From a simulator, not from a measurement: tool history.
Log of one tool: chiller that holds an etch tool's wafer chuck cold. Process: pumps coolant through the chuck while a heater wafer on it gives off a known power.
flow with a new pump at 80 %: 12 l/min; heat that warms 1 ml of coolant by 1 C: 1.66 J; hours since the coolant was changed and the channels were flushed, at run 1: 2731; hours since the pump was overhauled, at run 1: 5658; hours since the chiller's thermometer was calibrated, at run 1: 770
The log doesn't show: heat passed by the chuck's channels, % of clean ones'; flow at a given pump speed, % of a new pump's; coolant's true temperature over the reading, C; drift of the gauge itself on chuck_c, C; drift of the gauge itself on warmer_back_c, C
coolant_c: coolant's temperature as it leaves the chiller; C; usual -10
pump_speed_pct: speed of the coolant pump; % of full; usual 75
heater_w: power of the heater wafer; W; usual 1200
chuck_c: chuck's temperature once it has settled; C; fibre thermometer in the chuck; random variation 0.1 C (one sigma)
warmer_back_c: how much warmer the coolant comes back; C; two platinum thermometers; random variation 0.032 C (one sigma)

run      day  coolant_c  pump_speed_pct  heater_w  hours since the coolant was changed and the channels were flushed  hours since the pump was overhauled  hours since the chiller's thermometer was calibrated  chuck_c  warmer_back_c
  1        0        -10              75      1200                                                               2731                                 5658                                                   770        4           4.42
  2    3.279         -4              75      1200                                                               2810                                 5736                                                   848       10           4.48
  3    9.379        -10              80      1200                                                               2956                                 5883                                                   995      3.7           4.13
  4   12.871         -5              75      1200                                                               3040                                 5966                                                  1078      9.2           4.45
  5   16.592        -10              75      1200                                                               3129                                 6056                                                  1168      4.5           4.48
  6   21.792        -10              75      1124                                                               3254                                 6181                                                  1293      3.4           4.16
  7   25.308        -10              75      1124                                                               3339                                 6265                                                  1377      3.6           4.23
  8   28.517        -10              75      1200                                                               3416                                 6342                                                  1454      4.5           4.49
  9   32.842        -10              75      1200                                                               3519                                 6446                                                  1558      4.6           4.58
 10     37.9        -10              75      1200                                                               3641                                 6567                                                  1679      4.9           4.57
 11   42.862        -10              75      1200                                                               3760                                 6686                                                  1798      4.8           4.56
 12   49.367        -10              75      1200                                                               3916                                 6842                                                  1954      5.1           4.64
 13   52.888        -10              75      1200                                                               4000                                 6927                                                  2039        5           4.59
 14   59.583        -10              75       904                                                               4161                                 7088                                                  2200      1.6           3.43
 15   64.458        -10              75       644                                                               4278                                 7205                                                  2317     -1.5           2.48
 16   69.842        -18              62      1514                                                               4407                                 7334                                                  2446      3.6           7.25
 17   74.046        -19              75       775                                                               4508                                 7435                                                  2547     -8.9           2.98
 18   76.842        -19              75       775                                                               4575                                 7502                                                  2614     -8.7           3.02
 19   81.075        -10              86       775                                                               4677                                 7603                                                  2715     -0.5           2.56
      81.662  -- chiller's thermometer calibrated
 20   87.179        -10              86       775                                                               4822                                 7749                                                   132     -0.1           2.58
 21   93.467         -2              75      1200                                                               4973                                 7900                                                   283     14.2           4.75
 22  100.029         -2              75      1200                                                               5131                                 8057                                                   441     14.1           4.75
 23  105.042         -2              75      1200                                                               5251                                 8178                                                   561     14.3           4.78
 24    109.8        -10              85      1200                                                               5365                                 8292                                                   675      5.2           4.15
 25  115.567        -10              60      1200                                                               5504                                 8430                                                   814      8.9           6.11
 26  119.875         -3              75      1200                                                               5607                                 8534                                                   917     13.8           4.79
     122.042  -- chiller's thermometer calibrated, once more
 27  124.692         -3              75      1200                                                               5722                                 8648                                                    64     12.8           4.78
 28  130.196        -13              75      1202                                                               5854                                 8780                                                   196      2.9           4.82
 29  134.554        -13              75      1202                                                               5958                                 8885                                                   300      3.2           4.81
 30  138.504        -19              75      1325                                                               6053                                 8980                                                   395     -1.2            5.4

Forecast each of these 4 alternatives for the next run:
  A  142.412        -15              75      1200                                                               6147                                 9073                                                   489        ?              ?
  B  142.412         -2              75      1410                                                               6147                                 9073                                                   489        ?              ?
  C  142.412        -15              75      1200                                                               6147                                 9073                                                   489        ?              ?
  D  142.412         -2              69       899                                                               6147                                 9073                                                   489        ?              ?

run  chuck_c  warmer_back_c
  A      1.2           4.85
  B     17.1           5.66
  C      1.1           4.87
  D     10.8              4
Without the tool's hidden state the same runs would have given:
run  chuck_c  warmer_back_c
  A     -2.8           3.88
  B     12.3           4.52
  C       -3            3.9
  D      7.6            3.2
